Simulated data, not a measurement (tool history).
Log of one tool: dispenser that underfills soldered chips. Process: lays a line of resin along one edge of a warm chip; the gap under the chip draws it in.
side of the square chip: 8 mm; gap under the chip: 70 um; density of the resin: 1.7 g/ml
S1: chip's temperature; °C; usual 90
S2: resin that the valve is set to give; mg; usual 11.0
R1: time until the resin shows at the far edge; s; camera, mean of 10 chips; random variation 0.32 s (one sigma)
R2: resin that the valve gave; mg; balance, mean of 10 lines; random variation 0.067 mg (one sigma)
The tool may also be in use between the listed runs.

run   hour   S1    S2    R1     R2
  1    0.0   90  11.0  15.6  10.18
       1.4  -- new syringe of resin
  2    3.0   90  11.0  13.8  10.23
  3    6.2   90  11.0  14.5  10.14
  4    8.3   90   9.8  16.6   9.09
  5   11.4   90   9.8  17.9   9.07
      12.1  -- new syringe of resin
  6   15.1   90   9.8  14.7   8.98
  7   18.3   90   9.8  16.2   8.77
  8   20.7   98  11.0  11.0   9.94
      22.7  -- new syringe of resin
  9   22.9   98  11.0   9.0   9.87
 10   25.0   90  11.0  13.8  10.03
 11   29.2   90  11.0  15.6   9.98
 12   32.8   91  11.0  16.2   9.95
      33.5  -- new syringe of resin
 13   36.8   86  11.0  16.5   9.90
 14   39.7   86  11.0  18.7   9.80
 15   42.6   86  11.0  19.8   9.91
      44.4  -- new syringe of resin
 16   46.7   86  11.0  16.4   9.75
 17   50.6  103  11.0   9.0   9.71
      55.2  -- new syringe of resin
 18   55.3   91  11.0  12.9   9.91
 19   59.5   86  13.1  16.8  11.68
 20   62.3   96  11.2  11.9   9.97
 21   64.5   99  13.8  11.0  12.21
      66.1  -- dispensing valve cleaned and set on the balance
      66.9  -- new syringe of resin
 22   68.3   99  13.8   8.6  13.79
 23   70.2   99  13.8   9.0  13.74
 24   74.1   99  14.1  10.4  14.04
      77.7  -- new syringe of resin
 25   78.5   99  14.1   8.0  14.12
 26   82.4   99  14.1   9.4  13.90
 27   84.4   99  14.1   9.7  13.89
      88.4  -- new syringe of resin
 28   88.6   99  14.1   8.4  13.86
 29   92.8   99  14.1   9.8  14.00
 30   94.6  101  11.0   9.8  10.95
 31   98.3  101  13.5   9.8  13.23
      99.0  -- new syringe of resin
 32  100.6   95  11.0  10.5  10.81
 33  103.3  101  13.0   9.0  12.75
 34  105.2  101  13.0   9.2  12.77

Run 35 comes next. What will it give?
 35  107.8  101  11.7   ?   ?

{"run 35": {"R1": 9.7, "R2": 11.53}}
Without the tool's hidden state the same run would have given R1 7.2 s, R2 11.80 mg.

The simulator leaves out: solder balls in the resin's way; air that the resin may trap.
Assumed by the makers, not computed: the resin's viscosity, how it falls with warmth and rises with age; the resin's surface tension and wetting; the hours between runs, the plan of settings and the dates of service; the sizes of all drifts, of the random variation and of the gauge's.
